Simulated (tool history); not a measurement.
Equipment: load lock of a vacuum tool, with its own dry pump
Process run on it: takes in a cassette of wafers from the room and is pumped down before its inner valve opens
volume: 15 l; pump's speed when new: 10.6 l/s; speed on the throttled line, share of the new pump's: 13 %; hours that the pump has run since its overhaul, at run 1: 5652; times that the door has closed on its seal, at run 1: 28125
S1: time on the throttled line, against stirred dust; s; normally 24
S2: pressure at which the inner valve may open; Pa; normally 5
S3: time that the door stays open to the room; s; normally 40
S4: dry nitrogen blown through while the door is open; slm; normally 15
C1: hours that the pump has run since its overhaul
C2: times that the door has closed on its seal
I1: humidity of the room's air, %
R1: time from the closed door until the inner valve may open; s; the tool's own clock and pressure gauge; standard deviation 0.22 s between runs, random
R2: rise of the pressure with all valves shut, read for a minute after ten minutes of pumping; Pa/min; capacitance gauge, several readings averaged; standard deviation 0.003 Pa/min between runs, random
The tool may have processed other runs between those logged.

run,hour,S1,S2,S3,S4,C1,C2,I1,R1,R2
1,0.0,24,5,40,15,5652,28125,45.0,36.2,0.108
2,653.1,24,5,40,15,6305,29400,46.7,36.2,0.118
3,1112.4,24,5,40,7,6764,30296,47.9,35.8,0.136
4,1538.1,24,5,36,15,7190,31127,47.5,35.6,0.123
5,1956.6,24,5,128,15,7608,31943,47.5,36.2,0.136
6,2573.4,24,5,40,15,8225,33147,43.2,36.4,0.133
7,3050.3,24,5,40,15,8702,34078,44.0,35.8,0.131
8,3606.9,24,5,40,10,9259,35164,43.6,36.1,0.143
9,3936.0,24,5,40,10,9588,35806,45.4,36.3,0.149
10,4211.7,24,5,40,10,9864,36344,45.4,36.9,0.153
11,4808.2,14,8,40,15,10460,37508,47.7,27.1,0.149
12,5130.3,21,5,118,15,10782,38137,47.0,34.0,0.168
13,5482.9,21,5,118,15,11135,38825,43.3,34.0,0.164
14,5816.5,47,5,116,15,11468,39476,43.5,56.4,0.173
15,6252.2,47,5,116,15,11904,40326,40.6,55.9,0.176
16,6762.5,47,5,116,15,12414,41322,44.9,56.3,0.183
17,7105.8,24,7,94,5,12758,41992,44.1,36.6,0.201

Predict each of these 5 candidate next runs independently; none follows another, all start after run 17:
A,7386.7,24,5,94,13,13039,42540,47.3,?,?
B,7386.7,24,9,114,4,13039,42540,49.4,?,?
C,7386.7,24,6,94,5,13039,42540,44.0,?,?
D,7386.7,24,6,50,15,13039,42540,47.9,?,?
E,7386.7,41,7,28,5,13039,42540,43.2,?,?

run,R1,R2
A,36.9,0.191
B,36.0,0.210
C,36.4,0.206
D,36.4,0.182
E,50.4,0.188
Stripped of hidden state, with their random variation kept, the same runs would have yielded:
run,R1,R2
A,34.9,0.043
B,34.2,0.059
C,34.4,0.059
D,34.4,0.035
E,48.9,0.037

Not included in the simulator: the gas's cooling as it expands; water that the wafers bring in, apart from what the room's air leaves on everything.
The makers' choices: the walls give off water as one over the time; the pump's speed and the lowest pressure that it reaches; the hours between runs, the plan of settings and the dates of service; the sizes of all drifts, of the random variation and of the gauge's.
